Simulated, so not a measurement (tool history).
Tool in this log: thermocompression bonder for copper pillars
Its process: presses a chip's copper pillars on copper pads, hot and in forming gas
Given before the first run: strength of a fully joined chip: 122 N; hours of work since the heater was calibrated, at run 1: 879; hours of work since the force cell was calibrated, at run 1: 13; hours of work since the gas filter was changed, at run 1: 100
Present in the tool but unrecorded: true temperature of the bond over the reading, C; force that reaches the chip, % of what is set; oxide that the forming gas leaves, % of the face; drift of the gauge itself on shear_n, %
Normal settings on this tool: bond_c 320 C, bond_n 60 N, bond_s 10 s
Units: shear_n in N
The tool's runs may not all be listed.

| run | day | bond_c | bond_n | bond_s | hours of work since the heater was calibrated | hours of work since the force cell was calibrated | hours of work since the gas filter was changed | shear_n |
|---|---|---|---|---|---|---|---|---|
| 1 | 0 | 320 | 60 | 10 | 879 | 13 | 100 | 85 |
| 2 | 1.204 | 320 | 60 | 10 | 900 | 34 | 121 | 90 |
| 3 | 1.817 | 320 | 60 | 10 | 911 | 45 | 132 | 85.6 |
| 4 | 2.892 | 320 | 51 | 10 | 930 | 64 | 150 | 80.2 |
| 5 | 4.146 | 320 | 51 | 10 | 951 | 85 | 172 | 77.8 |
|  | 4.667 | forming gas filter changed |
| 6 | 5.35 | 320 | 51 | 10 | 972 | 106 | 12 | 78.7 |
| 7 | 6.008 | 320 | 60 | 10 | 984 | 118 | 23 | 85.4 |
| 8 | 6.842 | 320 | 60 | 10 | 998 | 132 | 38 | 85.9 |
| 9 | 8.162 | 320 | 60 | 10 | 1021 | 155 | 61 | 88.3 |
| 10 | 9.438 | 299 | 60 | 10 | 1043 | 177 | 83 | 73.4 |
| 11 | 10.133 | 320 | 60 | 10 | 1055 | 189 | 95 | 87.5 |
| 12 | 11.242 | 320 | 60 | 10 | 1075 | 209 | 114 | 85.7 |
|  | 11.825 | heater calibrated with a thermocouple chip |
| 13 | 12.183 | 320 | 60 | 6 | 6 | 224 | 129 | 74.1 |
| 14 | 12.779 | 320 | 60 | 6 | 17 | 234 | 140 | 75.6 |
| 15 | 13.712 | 320 | 60 | 6 | 33 | 250 | 156 | 73.5 |
| 16 | 14.375 | 320 | 60 | 10 | 44 | 262 | 167 | 85.3 |
|  | 15.188 | forming gas filter changed |
| 17 | 15.725 | 320 | 56 | 10 | 67 | 285 | 9 | 82.9 |
| 18 | 16.929 | 320 | 56 | 18 | 88 | 306 | 30 | 95.3 |
| 19 | 17.612 | 320 | 56 | 18 | 100 | 318 | 42 | 97.1 |
| 20 | 18.404 | 320 | 60 | 7 | 114 | 331 | 56 | 77.6 |
| 21 | 19.383 | 312 | 44 | 13 | 131 | 348 | 73 | 74.2 |
| 22 | 20.179 | 320 | 37 | 5 | 145 | 362 | 87 | 50.2 |
| 23 | 21.112 | 328 | 60 | 9 | 161 | 378 | 103 | 86.7 |
| 24 | 22.333 | 297 | 44 | 12 | 183 | 400 | 124 | 61.9 |
| 25 | 23.55 | 343 | 38 | 10 | 204 | 421 | 146 | 80.7 |
| 26 | 24.421 | 343 | 38 | 10 | 219 | 436 | 161 | 79.4 |
| 27 | 25.117 | 307 | 45 | 8 | 231 | 448 | 173 | 59.9 |
|  | 25.658 | forming gas filter changed |
| 28 | 25.725 | 304 | 60 | 8 | 241 | 458 | 1 | 71.2 |
| 29 | 26.421 | 304 | 63 | 11 | 253 | 471 | 13 | 78.5 |
| 30 | 27.167 | 304 | 63 | 11 | 266 | 483 | 26 | 82.1 |
| 31 | 28.133 | 337 | 37 | 19 | 283 | 500 | 43 | 89.5 |
| 32 | 28.738 | 348 | 69 | 10 | 294 | 511 | 54 | 106.8 |
| 33 | 29.821 | 348 | 69 | 10 | 312 | 530 | 72 | 103.7 |
| 34 | 31.112 | 319 | 60 | 10 | 335 | 552 | 95 | 84.9 |
| 35 | 31.783 | 319 | 60 | 10 | 347 | 564 | 107 | 85 |

Here are 3 independent what-if runs from the current tool condition. What would each one return?
| A | 32.721 | 319 | 60 | 5 | 363 | 580 | 123 | ? |
| B | 32.721 | 320 | 63 | 11 | 363 | 580 | 123 | ? |
| C | 32.721 | 319 | 36 | 8 | 363 | 580 | 123 | ? |

| run | shear_n |
|---|---|
| A | 71.3 |
| B | 89.1 |
| C | 59.4 |
Take away the tool's hidden state, keep each run's random variation, and the runs would have read:
| run | shear_n |
|---|---|
| A | 71.6 |
| B | 89.5 |
| C | 59.6 |
